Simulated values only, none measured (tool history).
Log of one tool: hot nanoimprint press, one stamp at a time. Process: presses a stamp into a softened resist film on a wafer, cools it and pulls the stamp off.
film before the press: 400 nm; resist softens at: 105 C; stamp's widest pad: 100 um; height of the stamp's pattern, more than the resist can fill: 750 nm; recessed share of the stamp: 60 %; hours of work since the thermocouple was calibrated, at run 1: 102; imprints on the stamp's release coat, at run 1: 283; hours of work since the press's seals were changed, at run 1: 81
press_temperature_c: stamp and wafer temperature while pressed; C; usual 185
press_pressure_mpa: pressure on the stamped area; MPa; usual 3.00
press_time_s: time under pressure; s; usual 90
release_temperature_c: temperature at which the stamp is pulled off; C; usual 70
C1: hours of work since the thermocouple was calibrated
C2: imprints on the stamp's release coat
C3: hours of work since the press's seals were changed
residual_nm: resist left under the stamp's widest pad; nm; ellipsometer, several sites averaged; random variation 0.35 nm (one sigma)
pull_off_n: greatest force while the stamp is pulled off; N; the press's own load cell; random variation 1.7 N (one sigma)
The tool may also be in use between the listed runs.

{"run": 1, "hour": 0.0, "press_temperature_c": 185, "press_pressure_mpa": 3.0, "press_time_s": 90, "release_temperature_c": 70, "C1": 102, "C2": 283, "C3": 81, "residual_nm": 159.7, "pull_off_n": 204}
{"run": 2, "hour": 11.4, "press_temperature_c": 178, "press_pressure_mpa": 3.0, "press_time_s": 90, "release_temperature_c": 70, "C1": 109, "C2": 324, "C3": 88, "residual_nm": 221.9, "pull_off_n": 203}
{"run": 3, "hour": 19.8, "press_temperature_c": 185, "press_pressure_mpa": 3.0, "press_time_s": 90, "release_temperature_c": 70, "C1": 114, "C2": 355, "C3": 93, "residual_nm": 159.1, "pull_off_n": 206}
{"run": 4, "hour": 36.3, "press_temperature_c": 177, "press_pressure_mpa": 3.0, "press_time_s": 90, "release_temperature_c": 70, "C1": 124, "C2": 415, "C3": 103, "residual_nm": 233.3, "pull_off_n": 204}
{"run": 5, "hour": 54.1, "press_temperature_c": 177, "press_pressure_mpa": 3.0, "press_time_s": 90, "release_temperature_c": 70, "C1": 134, "C2": 479, "C3": 113, "residual_nm": 231.8, "pull_off_n": 210}
{"run": 6, "hour": 62.8, "press_temperature_c": 177, "press_pressure_mpa": 3.0, "press_time_s": 58, "release_temperature_c": 70, "C1": 140, "C2": 511, "C3": 119, "residual_nm": 262.7, "pull_off_n": 209}
{"run": 7, "hour": 75.6, "press_temperature_c": 177, "press_pressure_mpa": 3.0, "press_time_s": 58, "release_temperature_c": 70, "C1": 147, "C2": 557, "C3": 126, "residual_nm": 264.1, "pull_off_n": 209}
{"run": 8, "hour": 88.9, "press_temperature_c": 185, "press_pressure_mpa": 3.0, "press_time_s": 163, "release_temperature_c": 69, "C1": 155, "C2": 606, "C3": 134, "residual_nm": 123.9, "pull_off_n": 212}
{"run": 9, "hour": 104.8, "press_temperature_c": 185, "press_pressure_mpa": 4.45, "press_time_s": 139, "release_temperature_c": 56, "C1": 165, "C2": 663, "C3": 144, "residual_nm": 108.8, "pull_off_n": 232}

Run 10 comes next. What will it give?
{"run": 10, "hour": 120.3, "press_temperature_c": 186, "press_pressure_mpa": 4.45, "press_time_s": 53, "release_temperature_c": 56, "C1": 174, "C2": 719, "C3": 153, "residual_nm": "?", "pull_off_n": "?"}

{"run 10": {"residual_nm": 154.6, "pull_off_n": 232}}
Without the tool's hidden state the same run would have given residual_nm 155.7 nm, pull_off_n 211 N.
